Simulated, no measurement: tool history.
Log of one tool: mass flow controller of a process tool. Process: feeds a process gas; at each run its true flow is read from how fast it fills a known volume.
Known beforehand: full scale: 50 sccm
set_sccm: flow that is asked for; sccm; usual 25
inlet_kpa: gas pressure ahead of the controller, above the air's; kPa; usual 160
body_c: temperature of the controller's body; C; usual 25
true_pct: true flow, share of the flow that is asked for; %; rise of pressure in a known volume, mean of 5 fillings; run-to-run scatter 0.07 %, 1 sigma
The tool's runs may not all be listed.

{"run": 1, "day": 0.0, "set_sccm": 25, "inlet_kpa": 160, "body_c": 25, "true_pct": 99.15}
{"run": 2, "day": 3.588, "set_sccm": 25, "inlet_kpa": 160, "body_c": 25, "true_pct": 99.17}
{"run": 3, "day": 8.408, "set_sccm": 25, "inlet_kpa": 160, "body_c": 25, "true_pct": 98.91}
{"run": 4, "day": 12.696, "set_sccm": 34, "inlet_kpa": 160, "body_c": 25, "true_pct": 99.04}
{"run": 5, "day": 18.212, "set_sccm": 34, "inlet_kpa": 160, "body_c": 25, "true_pct": 99.12}
{"run": 6, "day": 22.933, "set_sccm": 34, "inlet_kpa": 160, "body_c": 25, "true_pct": 98.82}
{"run": 7, "day": 26.688, "set_sccm": 34, "inlet_kpa": 160, "body_c": 25, "true_pct": 98.69}
{"run": 8, "day": 31.825, "set_sccm": 25, "inlet_kpa": 160, "body_c": 25, "true_pct": 98.49}
{"run": 9, "day": 37.808, "set_sccm": 25, "inlet_kpa": 160, "body_c": 25, "true_pct": 98.34}
{"run": 10, "day": 41.812, "set_sccm": 25, "inlet_kpa": 160, "body_c": 25, "true_pct": 98.44}
{"run": 11, "day": 45.938, "set_sccm": 11, "inlet_kpa": 160, "body_c": 25, "true_pct": 97.96}
{"run": 12, "day": 49.129, "set_sccm": 11, "inlet_kpa": 160, "body_c": 25, "true_pct": 97.9}
{"run": 13, "day": 54.121, "set_sccm": 11, "inlet_kpa": 160, "body_c": 25, "true_pct": 97.72}
{"run": 14, "day": 58.425, "set_sccm": 11, "inlet_kpa": 160, "body_c": 25, "true_pct": 97.57}
{"run": 15, "day": 62.367, "set_sccm": 10, "inlet_kpa": 155, "body_c": 28, "true_pct": 97.37}
{"run": 16, "day": 65.854, "set_sccm": 5, "inlet_kpa": 155, "body_c": 28, "true_pct": 97.16}
{"run": 17, "day": 69.992, "set_sccm": 5, "inlet_kpa": 155, "body_c": 28, "true_pct": 97.22}
{"run": 18, "day": 73.675, "set_sccm": 5, "inlet_kpa": 155, "body_c": 28, "true_pct": 97.16}
{"run": 19, "day": 77.246, "set_sccm": 36, "inlet_kpa": 155, "body_c": 37, "true_pct": 97.49}
{"run": 20, "day": 80.242, "set_sccm": 25, "inlet_kpa": 149, "body_c": 28, "true_pct": 97.43}
{"run": 21, "day": 84.754, "set_sccm": 25, "inlet_kpa": 149, "body_c": 28, "true_pct": 97.35}
{"run": 22, "day": 87.375, "set_sccm": 25, "inlet_kpa": 149, "body_c": 28, "true_pct": 97.25}
{"run": 23, "day": 92.658, "set_sccm": 25, "inlet_kpa": 246, "body_c": 23, "true_pct": 97.88}
{"run": 24, "day": 96.692, "set_sccm": 25, "inlet_kpa": 246, "body_c": 33, "true_pct": 97.35}
{"run": 25, "day": 100.55, "set_sccm": 8, "inlet_kpa": 260, "body_c": 27, "true_pct": 97.16}
{"run": 26, "day": 106.304, "set_sccm": 14, "inlet_kpa": 155, "body_c": 32, "true_pct": 96.55}
{"run": 27, "day": 110.983, "set_sccm": 14, "inlet_kpa": 155, "body_c": 32, "true_pct": 96.45}

Below are 5 alternative next runs, each starting from the tool's condition after run 27. Predict each:
{"run": "A", "day": 114.738, "set_sccm": 25, "inlet_kpa": 160, "body_c": 37, "true_pct": "?"}
{"run": "B", "day": 114.738, "set_sccm": 27, "inlet_kpa": 155, "body_c": 32, "true_pct": "?"}
{"run": "C", "day": 114.738, "set_sccm": 25, "inlet_kpa": 160, "body_c": 32, "true_pct": "?"}
{"run": "D", "day": 114.738, "set_sccm": 25, "inlet_kpa": 160, "body_c": 35, "true_pct": "?"}
{"run": "E", "day": 114.738, "set_sccm": 6, "inlet_kpa": 160, "body_c": 20, "true_pct": "?"}

run=A true_pct=96.31
run=B true_pct=96.71
run=C true_pct=96.71
run=D true_pct=96.44
run=E true_pct=96.80
The same runs, with their run-to-run variation unchanged, on a tool lacking any hidden condition would have given:
run=A true_pct=98.42
run=B true_pct=98.83
run=C true_pct=98.82
run=D true_pct=98.56
run=E true_pct=98.88

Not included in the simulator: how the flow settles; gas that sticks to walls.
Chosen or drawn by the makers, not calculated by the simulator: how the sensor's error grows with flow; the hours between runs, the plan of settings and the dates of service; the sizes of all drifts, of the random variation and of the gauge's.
